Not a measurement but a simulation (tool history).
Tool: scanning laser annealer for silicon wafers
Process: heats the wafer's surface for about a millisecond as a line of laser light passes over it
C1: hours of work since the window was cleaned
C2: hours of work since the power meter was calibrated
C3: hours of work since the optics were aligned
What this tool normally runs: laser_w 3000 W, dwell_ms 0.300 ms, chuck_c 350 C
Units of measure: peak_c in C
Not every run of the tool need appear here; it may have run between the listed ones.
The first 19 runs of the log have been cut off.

At hour 211.6: window over the wafer cleaned.
Run 20, hour 220.8: usual settings; C1 6; C2 567; C3 448. Result: peak_c 1066 C.
Run 21, hour 235.4: usual settings; C1 17; C2 577; C3 458. Result: peak_c 1065 C.
Run 22, hour 242.2: usual settings but laser_w 2936 W, dwell_ms 0.266 ms, chuck_c 327 C; C1 21; C2 581; C3 463. Result: peak_c 983 C.
Run 23, hour 256.8: usual settings but laser_w 2644 W, dwell_ms 0.326 ms, chuck_c 353 C; C1 31; C2 592; C3 473. Result: peak_c 1014 C.
Run 24, hour 267.4: usual settings but laser_w 3247 W, dwell_ms 0.315 ms, chuck_c 364 C; C1 39; C2 599; C3 481. Result: peak_c 1156 C.
Run 25, hour 279.7: usual settings but laser_w 3247 W, dwell_ms 0.229 ms, chuck_c 388 C; C1 47; C2 608; C3 489. Result: peak_c 1061 C.
Run 26, hour 293.9: usual settings but laser_w 3288 W, chuck_c 369 C; C1 57; C2 618; C3 499. Result: peak_c 1146 C.
Run 27, hour 302.4: usual settings but laser_w 3288 W, chuck_c 369 C; C1 63; C2 623; C3 505. Result: peak_c 1152 C.
Run 28, hour 317.4: usual settings but laser_w 2633 W, dwell_ms 0.285 ms, chuck_c 369 C; C1 74; C2 634; C3 515. Result: peak_c 978 C.
Run 29, hour 326.4: usual settings but laser_w 3289 W, dwell_ms 0.243 ms; C1 80; C2 640; C3 522. Result: peak_c 1051 C.
Run 30, hour 339.1: usual settings but dwell_ms 0.370 ms, chuck_c 380 C; C1 89; C2 649; C3 530. Result: peak_c 1177 C.
Run 31, hour 346.4: usual settings but laser_w 2904 W, dwell_ms 0.268 ms, chuck_c 312 C; C1 94; C2 654; C3 536. Result: peak_c 967 C.
Run 32, hour 357.5: usual settings but laser_w 2759 W, dwell_ms 0.244 ms, chuck_c 341 C; C1 102; C2 662; C3 543. Result: peak_c 929 C.
Run 33, hour 369.0: usual settings but laser_w 2759 W, dwell_ms 0.244 ms, chuck_c 341 C; C1 110; C2 670; C3 551. Result: peak_c 932 C.
Run 34, hour 381.8: usual settings but chuck_c 312 C; C1 119; C2 679; C3 560. Result: peak_c 1027 C.
Run 35, hour 397.5: usual settings but chuck_c 312 C; C1 130; C2 690; C3 571. Result: peak_c 1023 C.
Run 36, hour 408.0: usual settings but laser_w 2579 W, dwell_ms 0.221 ms, chuck_c 366 C; C1 137; C2 697; C3 579. Result: peak_c 891 C.
Run 37, hour 418.2: usual settings but laser_w 2579 W, dwell_ms 0.221 ms, chuck_c 366 C; C1 144; C2 704; C3 586. Result: peak_c 891 C.
Run 38, hour 428.1: usual settings but laser_w 2579 W, dwell_ms 0.221 ms, chuck_c 366 C; C1 151; C2 711; C3 593. Result: peak_c 888 C.
Run 39, hour 437.9: usual settings but laser_w 2579 W, dwell_ms 0.221 ms, chuck_c 366 C; C1 158; C2 718; C3 599. Result: peak_c 890 C.
Run 40, hour 445.2: usual settings but laser_w 3192 W, dwell_ms 0.221 ms, chuck_c 366 C; C1 163; C2 723; C3 604. Result: peak_c 1011 C.
Run 41, hour 453.2: usual settings but chuck_c 367 C; C1 168; C2 729; C3 610. Result: peak_c 1078 C.
Run 42, hour 465.6: usual settings but chuck_c 367 C; C1 177; C2 737; C3 619. Result: peak_c 1077 C.

Below are 3 alternative next runs, each starting from the tool's condition after run 42. Predict each:
Run A, hour 472.0: usual settings but laser_w 2596 W, dwell_ms 0.248 ms; C1 181; C2 742; C3 623. Result: peak_c ?.
Run B, hour 472.0: usual settings but dwell_ms 0.247 ms; C1 181; C2 742; C3 623. Result: peak_c ?.
Run C, hour 472.0: usual settings but laser_w 2925 W, dwell_ms 0.224 ms; C1 181; C2 742; C3 623. Result: peak_c ?.

run  peak_c
  A     911
  B     994
  C     946
Without the tool's hidden state the same runs would have given:
run  peak_c
  A     916
  B    1001
  C     953
